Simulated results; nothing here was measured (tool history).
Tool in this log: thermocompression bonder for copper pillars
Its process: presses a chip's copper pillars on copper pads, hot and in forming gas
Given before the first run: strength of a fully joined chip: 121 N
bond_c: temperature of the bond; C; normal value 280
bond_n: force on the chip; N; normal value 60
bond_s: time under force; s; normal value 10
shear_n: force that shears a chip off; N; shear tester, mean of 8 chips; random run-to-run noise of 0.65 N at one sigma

Run 1, hour 0: usual settings. Result: shear_n 45 N.
Run 2, hour 8.5: usual settings. Result: shear_n 44.7 N.
Run 3, hour 21.3: usual settings. Result: shear_n 44.5 N.
Run 4, hour 32.2: usual settings but bond_c 271 C. Result: shear_n 39.8 N.
Run 5, hour 44.1: usual settings. Result: shear_n 43.9 N.
Run 6, hour 54.8: usual settings. Result: shear_n 44.1 N.
Run 7, hour 65.4: usual settings. Result: shear_n 43.8 N.
Run 8, hour 81.7: usual settings. Result: shear_n 44.2 N.
Run 9, hour 90.4: usual settings. Result: shear_n 44.5 N.
Run 10, hour 100.5: usual settings. Result: shear_n 43.5 N.
Run 11, hour 117.4: usual settings. Result: shear_n 45.2 N.
Run 12, hour 132.4: usual settings. Result: shear_n 44.1 N.
Run 13, hour 142.4: usual settings. Result: shear_n 44.3 N.
Run 14, hour 158.1: usual settings. Result: shear_n 44.3 N.
Run 15, hour 166.1: usual settings. Result: shear_n 43.9 N.
Run 16, hour 180.3: usual settings. Result: shear_n 45.1 N.
Run 17, hour 194.7: usual settings. Result: shear_n 44.4 N.
At hour 206: forming gas filter changed.
Run 18, hour 211: usual settings. Result: shear_n 45 N.
Run 19, hour 225.7: usual settings. Result: shear_n 46.9 N.
Run 20, hour 238.9: usual settings. Result: shear_n 46.4 N.
Run 21, hour 246.1: usual settings. Result: shear_n 45.2 N.
Run 22, hour 259.8: usual settings but bond_c 263 C, bond_n 79 N, bond_s 9 s. Result: shear_n 49.3 N.
Run 23, hour 269.3: usual settings but bond_c 263 C, bond_n 79 N, bond_s 9 s. Result: shear_n 50.6 N.
Run 24, hour 276.9: usual settings but bond_c 263 C, bond_n 79 N, bond_s 9 s. Result: shear_n 48.1 N.
Run 25, hour 291.4: usual settings but bond_c 300 C, bond_n 79 N, bond_s 13 s. Result: shear_n 79 N.
Run 26, hour 301.1: usual settings but bond_c 282 C, bond_n 84 N, bond_s 24 s. Result: shear_n 86.3 N.
Run 27, hour 312: usual settings but bond_c 282 C, bond_n 56 N, bond_s 9 s. Result: shear_n 42.3 N.
Run 28, hour 320.6: usual settings but bond_c 282 C, bond_n 57 N, bond_s 8 s. Result: shear_n 41.2 N.
Run 29, hour 331.3: usual settings but bond_c 306 C, bond_n 57 N, bond_s 7 s. Result: shear_n 50.3 N.
Run 30, hour 347.7: usual settings but bond_c 284 C, bond_s 6 s. Result: shear_n 40.3 N.
Run 31, hour 364: usual settings but bond_c 285 C, bond_n 87 N. Result: shear_n 70.5 N.
Run 32, hour 374.7: usual settings but bond_c 285 C, bond_n 87 N. Result: shear_n 70.7 N.
Run 33, hour 382: usual settings but bond_c 285 C, bond_n 87 N. Result: shear_n 71.1 N.
Run 34, hour 395.1: usual settings but bond_c 308 C, bond_n 87 N. Result: shear_n 83.9 N.
At hour 406.3: heater calibrated with a thermocouple chip.
Run 35, hour 409.2: usual settings but bond_c 308 C, bond_n 87 N. Result: shear_n 80.7 N.
Run 36, hour 420.7: usual settings but bond_c 272 C, bond_n 50 N. Result: shear_n 32.5 N.
Run 37, hour 431.9: usual settings but bond_c 277 C, bond_n 50 N, bond_s 6 s. Result: shear_n 27.7 N.
Run 38, hour 441: usual settings but bond_c 277 C, bond_n 50 N, bond_s 6 s. Result: shear_n 27.3 N.
Run 39, hour 450.6: usual settings but bond_n 82 N. Result: shear_n 61.7 N.

What if the next run were any one of these 4? Each begins from the tool's condition after run 39:
Run A, hour 465.9: usual settings but bond_c 283 C, bond_s 8 s. Result: shear_n ?.
Run B, hour 465.9: usual settings but bond_c 267 C, bond_n 82 N. Result: shear_n ?.
Run C, hour 465.9: usual settings but bond_c 259 C, bond_s 14 s. Result: shear_n ?.
Run D, hour 465.9: usual settings but bond_c 309 C, bond_n 51 N, bond_s 6 s. Result: shear_n ?.

run  shear_n
  A     41.3
  B     52.6
  C     39.3
  D     42.2
Take away the tool's hidden state, keep each run's random variation, and the runs would have read:
run  shear_n
  A     39.3
  B     50.4
  C     37.4
  D     40.2

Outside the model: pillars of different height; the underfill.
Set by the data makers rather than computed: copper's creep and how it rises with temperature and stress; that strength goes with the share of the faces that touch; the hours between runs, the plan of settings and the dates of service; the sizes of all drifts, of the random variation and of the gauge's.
